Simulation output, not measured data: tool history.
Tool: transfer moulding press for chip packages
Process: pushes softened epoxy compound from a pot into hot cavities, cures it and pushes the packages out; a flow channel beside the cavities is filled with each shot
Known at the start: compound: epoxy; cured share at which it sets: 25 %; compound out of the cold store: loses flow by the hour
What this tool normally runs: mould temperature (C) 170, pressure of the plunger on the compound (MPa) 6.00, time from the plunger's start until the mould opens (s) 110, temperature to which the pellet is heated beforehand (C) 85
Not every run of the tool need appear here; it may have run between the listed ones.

run	hour	mould temperature (C)	pressure of the plunger on the compound (MPa)	time from the plunger's start until the mould opens (s)	temperature to which the pellet is heated beforehand (C)	incoming compound's hours out of the cold store	length that the compound runs in the flow channel (mm)	greatest force on the pins that push the packages out (N)
1	0.0	170	6.00	110	85	29.9	542	477
# hour 57.8: cavities cleaned with cleaning compound and waxed
2	81.7	170	6.00	110	85	40.7	514	483
# hour 117.9: plunger's sealing rings changed
# hour 126.4: cavities cleaned with cleaning compound and waxed
3	175.0	170	6.00	110	85	29.9	545	508
# hour 191.5: cavities cleaned with cleaning compound and waxed
# hour 259.5: cavities cleaned with cleaning compound and waxed
4	271.1	170	6.00	110	85	31.8	536	487
5	318.0	170	6.00	110	85	18.0	575	498
# hour 324.2: cavities cleaned with cleaning compound and waxed
6	374.3	170	6.00	110	85	22.2	560	492
# hour 389.7: plunger's sealing rings changed
# hour 391.2: cavities cleaned with cleaning compound and waxed
7	438.2	170	6.00	110	85	19.5	571	500
# hour 455.3: cavities cleaned with cleaning compound and waxed
8	511.1	170	6.00	110	85	17.6	577	495
# hour 524.7: cavities cleaned with cleaning compound and waxed
9	573.4	170	6.00	110	85	47.7	503	493
# hour 591.4: cavities cleaned with cleaning compound and waxed
10	636.9	170	6.00	110	85	35.2	530	469
# hour 659.2: plunger's sealing rings changed
# hour 660.7: cavities cleaned with cleaning compound and waxed
# hour 685.7: mould's thermocouples calibrated
11	699.7	170	6.00	110	85	20.2	570	497
# hour 732.1: cavities cleaned with cleaning compound and waxed
12	790.5	170	6.00	110	85	21.0	564	480
# hour 797.4: cavities cleaned with cleaning compound and waxed
13	841.6	170	6.00	110	85	8.5	601	493
# hour 863.2: cavities cleaned with cleaning compound and waxed
14	921.1	166	6.00	110	89	36.8	541	623
# hour 930.6: plunger's sealing rings changed
# hour 932.1: cavities cleaned with cleaning compound and waxed
15	991.0	178	5.76	110	84	33.9	494	390
# hour 1001.1: cavities cleaned with cleaning compound and waxed
# hour 1066.0: cavities cleaned with cleaning compound and waxed
16	1094.1	169	6.40	110	84	17.9	597	523
# hour 1132.5: cavities cleaned with cleaning compound and waxed
17	1179.2	169	6.40	116	94	30.3	563	470
# hour 1203.1: plunger's sealing rings changed
# hour 1204.6: cavities cleaned with cleaning compound and waxed
18	1241.9	163	6.00	110	93	18.5	602	865
# hour 1270.8: cavities cleaned with cleaning compound and waxed
19	1307.0	174	6.00	110	93	18.6	561	430
# hour 1339.2: cavities cleaned with cleaning compound and waxed
20	1356.5	174	5.17	104	93	34.1	479	444
# hour 1410.5: cavities cleaned with cleaning compound and waxed
21	1439.7	174	5.17	104	93	48.0	450	415
# hour 1474.4: plunger's sealing rings changed
# hour 1475.9: cavities cleaned with cleaning compound and waxed
22	1504.1	167	6.85	96	90	11.3	642	802
# hour 1540.5: cavities cleaned with cleaning compound and waxed
23	1573.7	167	6.00	134	85	11.1	606	455
# hour 1609.3: cavities cleaned with cleaning compound and waxed
24	1647.1	167	6.00	134	85	46.2	516	455
# hour 1680.0: cavities cleaned with cleaning compound and waxed
# hour 1693.2: mould's thermocouples calibrated
# hour 1747.3: plunger's sealing rings changed
# hour 1748.8: cavities cleaned with cleaning compound and waxed
25	1748.8	167	6.00	134	85	26.1	564	443

Branching from run 25: 3 alternative next runs. What would each branch give?
# hour 1815.5: cavities cleaned with cleaning compound and waxed
A	1838.9	167	5.43	93	88	17.4	?	?
# hour 1815.5: cavities cleaned with cleaning compound and waxed
B	1838.9	172	7.11	124	85	44.2	?	?
# hour 1815.5: cavities cleaned with cleaning compound and waxed
C	1838.9	167	6.00	108	85	31.8	?	?

run	length that the compound runs in the flow channel (mm)	greatest force on the pins that push the packages out (N)
A	560	841
B	549	409
C	548	609
Stripped of hidden state, with their random variation kept, the same runs would have yielded:
run	length that the compound runs in the flow channel (mm)	greatest force on the pins that push the packages out (N)
A	560	837
B	549	407
C	548	606
